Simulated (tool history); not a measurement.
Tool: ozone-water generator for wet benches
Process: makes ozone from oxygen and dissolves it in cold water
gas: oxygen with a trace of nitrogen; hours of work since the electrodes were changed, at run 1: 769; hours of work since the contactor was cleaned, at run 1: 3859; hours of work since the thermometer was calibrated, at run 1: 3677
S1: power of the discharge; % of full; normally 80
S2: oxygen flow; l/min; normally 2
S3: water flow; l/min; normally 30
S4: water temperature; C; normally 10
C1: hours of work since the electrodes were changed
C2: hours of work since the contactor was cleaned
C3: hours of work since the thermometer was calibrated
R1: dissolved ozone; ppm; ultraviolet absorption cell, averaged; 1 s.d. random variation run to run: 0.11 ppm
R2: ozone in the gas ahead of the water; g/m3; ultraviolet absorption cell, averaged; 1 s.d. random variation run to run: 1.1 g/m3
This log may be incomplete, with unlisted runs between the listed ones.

run 1 hour=0 | S1=80 S2=2 S3=30 S4=10 | C1=769 C2=3859 C3=3677 | R1=8.1 R2=189.2
run 2 hour=45.8 | S1=80 S2=2 S3=30 S4=10 | C1=802 C2=3891 C3=3709 | R1=8.4 R2=187.5
run 3 hour=71.8 | S1=80 S2=2 S3=30 S4=10 | C1=820 C2=3910 C3=3727 | R1=8.2 R2=189.5
run 4 hour=126.9 | S1=80 S2=2 S3=30 S4=14 | C1=859 C2=3949 C3=3766 | R1=8.1 R2=187.4
run 5 hour=156.6 | S1=80 S2=2 S3=30 S4=10 | C1=880 C2=3970 C3=3787 | R1=8.3 R2=186.3
run 6 hour=216.2 | S1=80 S2=1.79 S3=30 S4=10 | C1=922 C2=4012 C3=3829 | R1=7.9 R2=192.9
run 7 hour=271 | S1=80 S2=1.79 S3=30 S4=10 | C1=961 C2=4050 C3=3868 | R1=7.7 R2=195.2
run 8 hour=334.3 | S1=80 S2=1.79 S3=30 S4=10 | C1=1005 C2=4095 C3=3913 | R1=7.9 R2=194.3
run 9 hour=367.3 | S1=80 S2=2 S3=30 S4=10 | C1=1029 C2=4119 C3=3936 | R1=8.2 R2=186.8
run 10 hour=418.2 | S1=80 S2=2 S3=30 S4=10 | C1=1065 C2=4155 C3=3972 | R1=8.2 R2=184.3
run 11 hour=457.9 | S1=80 S2=2 S3=30 S4=10 | C1=1093 C2=4183 C3=4000 | R1=8.2 R2=186.9
run 12 hour=519.1 | S1=80 S2=2 S3=30 S4=11 | C1=1136 C2=4226 C3=4044 | R1=8.3 R2=185.7
run 13 hour=582.8 | S1=80 S2=2 S3=30 S4=11 | C1=1181 C2=4271 C3=4089 | R1=8.2 R2=187.2
run 14 hour=626.9 | S1=80 S2=1.22 S3=30 S4=10 | C1=1212 C2=4302 C3=4120 | R1=6.2 R2=218.3
run 15 hour=654.2 | S1=80 S2=1.22 S3=30 S4=10 | C1=1232 C2=4321 C3=4139 | R1=6.1 R2=217.8
run 16 hour=706.9 | S1=80 S2=1.22 S3=30 S4=10 | C1=1269 C2=4359 C3=4176 | R1=6.2 R2=216.5
run 17 hour=766.6 | S1=80 S2=2.81 S3=37 S4=10 | C1=1311 C2=4401 C3=4219 | R1=7.6 R2=165.3
run 18 hour=816.6 | S1=80 S2=3.01 S3=20 S4=10 | C1=1346 C2=4436 C3=4254 | R1=15 R2=160.9
run 19 hour=860.5 | S1=80 S2=3.01 S3=20 S4=10 | C1=1378 C2=4467 C3=4285 | R1=14.9 R2=160.2
run 20 hour=917.5 | S1=80 S2=1.49 S3=20 S4=10 | C1=1418 C2=4508 C3=4325 | R1=10.6 R2=204.2
run 21 hour=966.6 | S1=70 S2=2.04 S3=30 S4=10 | C1=1453 C2=4542 C3=4360 | R1=7.2 R2=162.4
run 22 hour=1024.9 | S1=70 S2=2.4 S3=30 S4=12 | C1=1494 C2=4583 C3=4401 | R1=7.9 R2=154.4
run 23 hour=1077.9 | S1=81 S2=2 S3=25 S4=10 | C1=1531 C2=4621 C3=4439 | R1=9.8 R2=185.7
run 24 hour=1118.1 | S1=81 S2=2 S3=25 S4=10 | C1=1560 C2=4649 C3=4467 | R1=9.7 R2=186.1
run 25 hour=1146.1 | S1=74 S2=2 S3=22 S4=10 | C1=1579 C2=4669 C3=4487 | R1=10.3 R2=172.8
run 26 hour=1176 | S1=74 S2=2 S3=22 S4=10 | C1=1601 C2=4690 C3=4508 | R1=10.5 R2=173.2
run 27 hour=1206.8 | S1=59 S2=1.45 S3=22 S4=7 | C1=1622 C2=4712 C3=4530 | R1=7.5 R2=159.7
run 28 hour=1238.6 | S1=81 S2=1.96 S3=30 S4=10 | C1=1645 C2=4735 C3=4552 | R1=8.3 R2=186.3
run 29 hour=1299 | S1=80 S2=3.42 S3=28 S4=10 | C1=1688 C2=4777 C3=4595 | R1=11.1 R2=155.7
run 30 hour=1360.7 | S1=80 S2=1.69 S3=28 S4=7 | C1=1731 C2=4821 C3=4639 | R1=8 R2=193.8
run 31 hour=1398.9 | S1=80 S2=1.69 S3=28 S4=7 | C1=1758 C2=4848 C3=4666 | R1=8 R2=194.2

Estimate the outcome of run 32 from the log above:
run 32 hour=1427.9 | S1=66 S2=1.12 S3=29 S4=10 | C1=1779 C2=4868 C3=4686 | R1=? R2=?

{"run 32": {"R1": 5, "R2": 187.9}}
With the hidden condition absent and the run-to-run variation left alone, this run would have shown R1 5.5 ppm, R2 198.1 g/m3.
